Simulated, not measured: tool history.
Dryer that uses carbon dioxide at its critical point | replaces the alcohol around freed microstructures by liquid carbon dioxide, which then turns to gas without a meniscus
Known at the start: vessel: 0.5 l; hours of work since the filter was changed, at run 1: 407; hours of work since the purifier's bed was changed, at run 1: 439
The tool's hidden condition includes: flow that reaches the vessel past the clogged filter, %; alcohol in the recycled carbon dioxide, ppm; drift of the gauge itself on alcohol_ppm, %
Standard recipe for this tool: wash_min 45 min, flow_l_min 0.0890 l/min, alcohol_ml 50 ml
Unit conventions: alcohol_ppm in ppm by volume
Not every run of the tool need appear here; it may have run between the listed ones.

run   hour  wash_min  flow_l_min  alcohol_ml  hours of work since the filter was changed  hours of work since the purifier's bed was changed  alcohol_ppm
  1    0.0        45      0.0890          50                                         407                                                 439          440
  2   23.9        45      0.0890          50                                         416                                                 448          442
  3   37.6        45      0.0890          50                                         421                                                 453          445
  4   59.5        45      0.0890          50                                         429                                                 462          451
  5   89.6        45      0.0890          50                                         441                                                 473          450
  6  119.8        45      0.0746          50                                         452                                                 485          863
  7  148.0        45      0.0919          50                                         463                                                 495          444
  8  171.9        45      0.0919          50                                         472                                                 504          435
  9  197.7        45      0.0919          50                                         482                                                 514          453
 10  225.7        45      0.0919          50                                         493                                                 525          446
 11  241.1        29      0.1265          92                                         498                                                 531         1074
 12  259.6        53      0.1265          74                                         505                                                 538          246
     284.6  -- purifier's bed changed
 13  284.8        27      0.0695          50                                         514                                                   0         6073
 14  307.8        49      0.0746          50                                         523                                                   9          436
 15  338.2        45      0.0594          76                                         534                                                  20         2838
 16  368.0        45      0.0594          76                                         546                                                  32         2863
 17  383.6        56      0.0640          39                                         551                                                  38          395
 18  405.2        56      0.0640          39                                         560                                                  46          418
     423.5  -- inlet filter changed
 19  436.6        59      0.0612          48                                           5                                                  57          296
 20  454.4        59      0.0612          48                                          12                                                  64          299

For each entry between runs, how does the tool's hidden state at the last listed run before it compare with that at the first listed run after it?
In the gap between runs 12 and 13: purifier's bed changed (hour 284.6)
  flow that reaches the vessel past the clogged filter, %: 91 -> 90.8; alcohol in the recycled carbon dioxide, ppm: 245.1 -> 5.8
  measured result minus the result with no hidden state, alcohol_ppm: +245 -> +1497 ppm by volume
In the gap between runs 18 and 19: inlet filter changed (hour 423.5)
  flow that reaches the vessel past the clogged filter, %: 90.1 -> 99.1; alcohol in the recycled carbon dioxide, ppm: 26.8 -> 31.6
  measured result minus the result with no hidden state, alcohol_ppm: +194 -> +41 ppm by volume
